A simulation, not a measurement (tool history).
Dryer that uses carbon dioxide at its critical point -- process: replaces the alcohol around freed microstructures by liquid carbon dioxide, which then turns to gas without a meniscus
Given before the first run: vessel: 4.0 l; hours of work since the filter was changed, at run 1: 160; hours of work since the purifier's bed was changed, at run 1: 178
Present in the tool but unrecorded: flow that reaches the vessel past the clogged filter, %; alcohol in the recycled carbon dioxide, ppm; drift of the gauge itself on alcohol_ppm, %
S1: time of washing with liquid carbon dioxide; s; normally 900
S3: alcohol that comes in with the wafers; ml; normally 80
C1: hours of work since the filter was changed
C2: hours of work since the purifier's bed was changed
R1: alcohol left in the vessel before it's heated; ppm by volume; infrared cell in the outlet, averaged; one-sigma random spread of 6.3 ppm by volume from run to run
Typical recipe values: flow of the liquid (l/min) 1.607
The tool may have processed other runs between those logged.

Run 1, day 0.000: usual settings; C1 160; C2 178. Result: R1 373 ppm by volume.
Run 2, day 1.725: usual settings; C1 174; C2 191. Result: R1 376 ppm by volume.
Run 3, day 3.542: usual settings; C1 188; C2 206. Result: R1 389 ppm by volume.
Run 4, day 4.612: usual settings; C1 197; C2 214. Result: R1 399 ppm by volume.
Run 5, day 5.938: usual settings but S1 1380 s; C1 207; C2 224. Result: R1 125 ppm by volume.
Run 6, day 6.862: usual settings but S3 99 ml; C1 214; C2 232. Result: R1 497 ppm by volume.
Run 7, day 7.683: usual settings but S3 99 ml; C1 221; C2 238. Result: R1 501 ppm by volume.
Run 8, day 8.521: usual settings but S3 99 ml; C1 227; C2 245. Result: R1 515 ppm by volume.
Run 9, day 10.171: usual settings but S3 99 ml; C1 240; C2 258. Result: R1 524 ppm by volume.
Run 10, day 12.092: usual settings but S3 21 ml; C1 255; C2 273. Result: R1 191 ppm by volume.
Run 11, day 13.421: usual settings but flow of the liquid (l/min) 1.070; C1 266; C2 283. Result: R1 1397 ppm by volume.
Run 12, day 15.212: usual settings; C1 280; C2 297. Result: R1 459 ppm by volume.
Run 13, day 16.262: usual settings; C1 288; C2 306. Result: R1 471 ppm by volume.
Run 14, day 17.471: usual settings; C1 298; C2 315. Result: R1 492 ppm by volume.
Run 15, day 18.925: usual settings; C1 309; C2 326. Result: R1 490 ppm by volume.
Run 16, day 19.783: usual settings; C1 316; C2 333. Result: R1 492 ppm by volume.
Run 17, day 21.317: usual settings but S3 65 ml; C1 328; C2 345. Result: R1 431 ppm by volume.
Run 18, day 22.954: usual settings; C1 341; C2 358. Result: R1 518 ppm by volume.
Run 19, day 24.683: usual settings but flow of the liquid (l/min) 1.720; C1 354; C2 372. Result: R1 439 ppm by volume.
Run 20, day 25.571: usual settings; C1 361; C2 379. Result: R1 550 ppm by volume.
At day 26.758: inlet filter changed.
Run 21, day 26.758: usual settings; C1 0; C2 388. Result: R1 387 ppm by volume.
Run 22, day 28.562: usual settings; C1 14; C2 402. Result: R1 394 ppm by volume.
Run 23, day 29.333: usual settings; C1 20; C2 408. Result: R1 409 ppm by volume.
Run 24, day 30.221: usual settings but S1 780 s, flow of the liquid (l/min) 1.620; C1 27; C2 415. Result: R1 607 ppm by volume.

Run 25 comes next. What will it give?
Run 25, day 32.075: usual settings but flow of the liquid (l/min) 2.230; C1 42; C2 429. Result: R1 ?.

Logged for run 25: R1 211 ppm by volume.
Without the tool's hidden state the same run would have given R1 56 ppm by volume.
